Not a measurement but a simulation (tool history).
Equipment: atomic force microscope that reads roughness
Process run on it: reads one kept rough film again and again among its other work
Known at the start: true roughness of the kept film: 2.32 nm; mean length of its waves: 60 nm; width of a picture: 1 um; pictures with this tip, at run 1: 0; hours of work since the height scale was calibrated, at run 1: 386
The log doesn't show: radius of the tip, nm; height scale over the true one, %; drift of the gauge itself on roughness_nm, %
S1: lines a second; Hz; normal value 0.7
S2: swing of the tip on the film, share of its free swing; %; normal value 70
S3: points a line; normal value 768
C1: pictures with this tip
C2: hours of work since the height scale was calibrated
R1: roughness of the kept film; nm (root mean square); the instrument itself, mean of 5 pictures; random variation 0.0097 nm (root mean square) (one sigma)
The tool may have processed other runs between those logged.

run	hour	S1	S2	S3	C1	C2	R1
1	0	0.7	70	768	0	386	2.229
2	84.9	0.7	70	768	102	445	2.15
# hour 129.7: new tip fitted
3	158.1	1.088	70	768	34	496	2.166
4	224.6	1.131	70	768	114	542	2.128
# hour 261.8: new tip fitted
5	293.8	0.803	70	768	38	590	2.183
6	339.6	0.803	70	768	94	622	2.138
# hour 392.1: new tip fitted
7	411.9	0.803	70	768	24	672	2.187
8	464.3	0.7	70	768	88	709	2.2
# hour 523.4: new tip fitted
9	549.1	0.7	70	768	31	767	2.2
10	633.6	0.7	70	768	133	826	2.171
# hour 655.8: new tip fitted
11	717.1	0.7	86	768	74	884	2.091
# hour 786.7: new tip fitted
12	789.6	0.7	86	768	4	934	2.141
13	832.9	1.036	87	1002	56	964	2.014
14	889.6	0.7	69	759	124	1004	2.176
# hour 896.2: height scale calibrated on a step standard
# hour 919.3: new tip fitted
15	978.1	0.7	69	759	71	57	2.209
16	1029.4	2.053	55	303	133	92	2.152
# hour 1051.2: new tip fitted
# hour 1067.4: height scale calibrated on a step standard, once more
17	1082.5	2.823	64	355	36	10	2.06
18	1124.1	0.7	70	260	87	39	2.176
# hour 1187.3: new tip fitted
19	1202.3	0.608	70	768	18	94	2.204
20	1265.6	1.351	64	367	95	138	2.144
# hour 1319.1: new tip fitted
21	1349.1	1.351	64	367	36	195	2.169

Predict each of these 5 candidate next runs independently; none follows another, all start after run 21:
A	1401.7	1.207	71	548	100	232	?
B	1401.7	0.7	86	768	100	232	?
C	1401.7	1.351	68	367	100	232	?
D	1401.7	0.731	64	367	100	232	?
E	1401.7	1.692	75	281	100	232	?

run	R1
A	2.098
B	2.077
C	2.098
D	2.172
E	1.997
Take away the tool's hidden state, keep each run's random variation, and the runs would have read:
run	R1
A	2.141
B	2.119
C	2.14
D	2.216
E	2.037
